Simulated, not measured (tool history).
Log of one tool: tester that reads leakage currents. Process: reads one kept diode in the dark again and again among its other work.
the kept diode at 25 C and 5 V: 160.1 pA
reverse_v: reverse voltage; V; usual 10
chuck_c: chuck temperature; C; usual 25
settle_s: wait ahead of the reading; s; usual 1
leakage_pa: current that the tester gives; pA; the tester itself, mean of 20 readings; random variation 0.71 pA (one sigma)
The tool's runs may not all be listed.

| run | hour | reverse_v | chuck_c | settle_s | leakage_pa |
|---|---|---|---|---|---|
| 1 | 0 | 10 | 25 | 1 | 265.11 |
| 2 | 26 | 10 | 25 | 1 | 266.48 |
| 3 | 49.9 | 10 | 25 | 1 | 264.9 |
| 4 | 67.7 | 10 | 25 | 1 | 264.89 |
| 5 | 87 | 10 | 25 | 1 | 265.44 |
| 6 | 121.3 | 10 | 42 | 1 | 1209.46 |
| 7 | 151.2 | 10 | 42 | 1 | 1214.09 |

The next listed run, before its measurement:
| 8 | 171.7 | 10 | 22 | 1.2 | ? |

{"run 8": {"leakage_pa": 201.07}}
Without the tool's hidden state the same run would have given leakage_pa 177.29 pA.
